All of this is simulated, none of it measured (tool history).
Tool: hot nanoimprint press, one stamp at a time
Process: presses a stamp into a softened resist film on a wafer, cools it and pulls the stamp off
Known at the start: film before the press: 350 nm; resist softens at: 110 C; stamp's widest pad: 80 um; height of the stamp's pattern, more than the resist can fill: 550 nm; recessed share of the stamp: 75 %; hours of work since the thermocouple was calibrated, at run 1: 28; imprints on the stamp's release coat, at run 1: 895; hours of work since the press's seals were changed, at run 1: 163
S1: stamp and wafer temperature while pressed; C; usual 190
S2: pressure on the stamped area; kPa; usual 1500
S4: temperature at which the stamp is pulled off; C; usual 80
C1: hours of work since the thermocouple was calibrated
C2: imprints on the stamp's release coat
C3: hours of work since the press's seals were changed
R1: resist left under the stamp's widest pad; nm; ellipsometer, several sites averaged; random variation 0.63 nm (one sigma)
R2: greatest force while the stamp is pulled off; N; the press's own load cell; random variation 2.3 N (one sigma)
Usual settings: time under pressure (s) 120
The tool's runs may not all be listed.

{"run": 1, "hour": 0.0, "S1": 190, "S2": 1500, "time under pressure (s)": 120, "S4": 80, "C1": 28, "C2": 895, "C3": 163, "R1": 165.5, "R2": 242}
{"run": 2, "hour": 9.7, "S1": 190, "S2": 1500, "time under pressure (s)": 120, "S4": 80, "C1": 34, "C2": 927, "C3": 168, "R1": 167.6, "R2": 241}
{"run": 3, "hour": 22.7, "S1": 190, "S2": 1500, "time under pressure (s)": 120, "S4": 80, "C1": 41, "C2": 968, "C3": 175, "R1": 167.4, "R2": 242}
{"run": 4, "hour": 37.5, "S1": 190, "S2": 1500, "time under pressure (s)": 120, "S4": 80, "C1": 49, "C2": 1016, "C3": 183, "R1": 167.2, "R2": 246}
{"run": 5, "hour": 51.4, "S1": 190, "S2": 1500, "time under pressure (s)": 120, "S4": 80, "C1": 56, "C2": 1061, "C3": 190, "R1": 168.1, "R2": 247}
{"run": 6, "hour": 71.5, "S1": 190, "S2": 1500, "time under pressure (s)": 120, "S4": 85, "C1": 67, "C2": 1126, "C3": 201, "R1": 166.8, "R2": 240}
{"run": 7, "hour": 82.8, "S1": 190, "S2": 1500, "time under pressure (s)": 169, "S4": 80, "C1": 73, "C2": 1162, "C3": 207, "R1": 150.8, "R2": 245}
{"run": 8, "hour": 92.9, "S1": 190, "S2": 1500, "time under pressure (s)": 120, "S4": 80, "C1": 78, "C2": 1195, "C3": 213, "R1": 168.5, "R2": 249}
{"run": 9, "hour": 101.7, "S1": 190, "S2": 1500, "time under pressure (s)": 120, "S4": 80, "C1": 83, "C2": 1223, "C3": 217, "R1": 168.9, "R2": 250}
{"run": 10, "hour": 122.2, "S1": 190, "S2": 1030, "time under pressure (s)": 120, "S4": 80, "C1": 94, "C2": 1289, "C3": 228, "R1": 204.9, "R2": 253}
{"run": 11, "hour": 136.4, "S1": 194, "S2": 1500, "time under pressure (s)": 120, "S4": 86, "C1": 102, "C2": 1335, "C3": 236, "R1": 155.2, "R2": 243}
{"run": 12, "hour": 146.6, "S1": 194, "S2": 1500, "time under pressure (s)": 120, "S4": 86, "C1": 107, "C2": 1368, "C3": 241, "R1": 155.4, "R2": 242}
{"run": 13, "hour": 167.1, "S1": 192, "S2": 1420, "time under pressure (s)": 120, "S4": 86, "C1": 118, "C2": 1434, "C3": 253, "R1": 166.4, "R2": 240}
{"run": 14, "hour": 186.8, "S1": 187, "S2": 990, "time under pressure (s)": 64, "S4": 88, "C1": 129, "C2": 1498, "C3": 263, "R1": 255.7, "R2": 245}

Run 15 comes next. What will it give?
{"run": 15, "hour": 203.1, "S1": 192, "S2": 2170, "time under pressure (s)": 71, "S4": 74, "C1": 138, "C2": 1550, "C3": 272, "R1": "?", "R2": "?"}

{"run 15": {"R1": 155.6, "R2": 267}}
Without the tool's hidden state the same run would have given R1 150.8 nm, R2 231 N.

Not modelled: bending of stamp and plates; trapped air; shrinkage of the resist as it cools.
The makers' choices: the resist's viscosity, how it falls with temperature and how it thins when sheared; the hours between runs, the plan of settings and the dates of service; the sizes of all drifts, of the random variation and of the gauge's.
